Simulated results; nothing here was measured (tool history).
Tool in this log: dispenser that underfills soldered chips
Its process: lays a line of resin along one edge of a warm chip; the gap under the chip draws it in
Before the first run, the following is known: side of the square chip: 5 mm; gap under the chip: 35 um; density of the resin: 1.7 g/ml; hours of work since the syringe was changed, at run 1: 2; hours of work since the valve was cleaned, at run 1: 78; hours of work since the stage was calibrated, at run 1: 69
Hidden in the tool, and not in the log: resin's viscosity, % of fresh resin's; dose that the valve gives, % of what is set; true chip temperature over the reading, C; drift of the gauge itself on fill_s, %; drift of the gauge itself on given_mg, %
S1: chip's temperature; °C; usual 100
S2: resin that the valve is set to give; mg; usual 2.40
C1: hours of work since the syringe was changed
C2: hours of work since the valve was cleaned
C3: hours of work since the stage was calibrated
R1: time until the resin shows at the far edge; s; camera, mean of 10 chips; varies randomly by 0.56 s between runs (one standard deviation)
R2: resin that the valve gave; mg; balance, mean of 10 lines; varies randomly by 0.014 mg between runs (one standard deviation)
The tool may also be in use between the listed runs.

{"run": 1, "day": 0.0, "S1": 100, "S2": 2.4, "C1": 2, "C2": 78, "C3": 69, "R1": 49.7, "R2": 2.31}
{"run": 2, "day": 0.096, "S1": 100, "S2": 3.08, "C1": 3, "C2": 80, "C3": 71, "R1": 51.9, "R2": 2.97}
{"run": 3, "day": 0.238, "S1": 100, "S2": 3.08, "C1": 6, "C2": 82, "C3": 73, "R1": 58.1, "R2": 2.97}
{"day": 0.346, "done": "new syringe of resin"}
{"run": 4, "day": 0.429, "S1": 100, "S2": 3.08, "C1": 1, "C2": 85, "C3": 76, "R1": 48.7, "R2": 2.96}
{"run": 5, "day": 0.554, "S1": 100, "S2": 3.08, "C1": 4, "C2": 88, "C3": 78, "R1": 54.3, "R2": 2.95}
{"run": 6, "day": 0.696, "S1": 109, "S2": 2.4, "C1": 6, "C2": 90, "C3": 81, "R1": 45.7, "R2": 2.31}
{"day": 0.788, "done": "new syringe of resin"}
{"run": 7, "day": 0.854, "S1": 109, "S2": 2.4, "C1": 1, "C2": 93, "C3": 84, "R1": 37.5, "R2": 2.3}
{"run": 8, "day": 1.008, "S1": 109, "S2": 2.4, "C1": 4, "C2": 95, "C3": 86, "R1": 42.9, "R2": 2.29}
{"run": 9, "day": 1.162, "S1": 109, "S2": 2.4, "C1": 7, "C2": 98, "C3": 89, "R1": 48.7, "R2": 2.29}
{"day": 1.225, "done": "new syringe of resin"}
{"run": 10, "day": 1.312, "S1": 111, "S2": 2.97, "C1": 2, "C2": 101, "C3": 91, "R1": 34.0, "R2": 2.82}
{"run": 11, "day": 1.446, "S1": 111, "S2": 2.97, "C1": 4, "C2": 103, "C3": 94, "R1": 38.7, "R2": 2.83}
{"run": 12, "day": 1.529, "S1": 108, "S2": 2.33, "C1": 5, "C2": 104, "C3": 95, "R1": 44.8, "R2": 2.22}
{"day": 1.671, "done": "new syringe of resin"}
{"run": 13, "day": 1.721, "S1": 94, "S2": 2.09, "C1": 1, "C2": 108, "C3": 98, "R1": 61.5, "R2": 2.02}
{"run": 14, "day": 1.912, "S1": 101, "S2": 2.18, "C1": 4, "C2": 111, "C3": 102, "R1": 56.7, "R2": 2.07}
{"run": 15, "day": 2.025, "S1": 101, "S2": 2.18, "C1": 6, "C2": 113, "C3": 104, "R1": 61.4, "R2": 2.08}
{"day": 2.1, "done": "new syringe of resin"}
{"run": 16, "day": 2.2, "S1": 105, "S2": 2.2, "C1": 2, "C2": 116, "C3": 107, "R1": 43.7, "R2": 2.1}
{"run": 17, "day": 2.288, "S1": 86, "S2": 3.1, "C1": 3, "C2": 117, "C3": 108, "R1": 88.2, "R2": 2.95}

Branching from run 17: 5 alternative next runs. What would each branch give?
{"run": "A", "day": 2.412, "S1": 94, "S2": 2.82, "C1": 6, "C2": 120, "C3": 110, "R1": "?", "R2": "?"}
{"run": "B", "day": 2.412, "S1": 86, "S2": 2.16, "C1": 6, "C2": 120, "C3": 110, "R1": "?", "R2": "?"}
{"run": "C", "day": 2.412, "S1": 114, "S2": 2.05, "C1": 6, "C2": 120, "C3": 110, "R1": "?", "R2": "?"}
{"run": "D", "day": 2.412, "S1": 108, "S2": 2.24, "C1": 6, "C2": 120, "C3": 110, "R1": "?", "R2": "?"}
{"run": "E", "day": 2.412, "S1": 101, "S2": 2.24, "C1": 6, "C2": 120, "C3": 110, "R1": "?", "R2": "?"}

run=A R1=74.4 R2=2.68
run=B R1=100.7 R2=2.03
run=C R1=41.7 R2=1.94
run=D R1=48.3 R2=2.11
run=E R1=61.3 R2=2.11
The same runs, with their run-to-run variation unchanged, on a tool lacking any hidden condition would have given:
run=A R1=57.4 R2=2.84
run=B R1=77.0 R2=2.15
run=C R1=31.9 R2=2.05
run=D R1=37.0 R2=2.24
run=E R1=47.1 R2=2.24
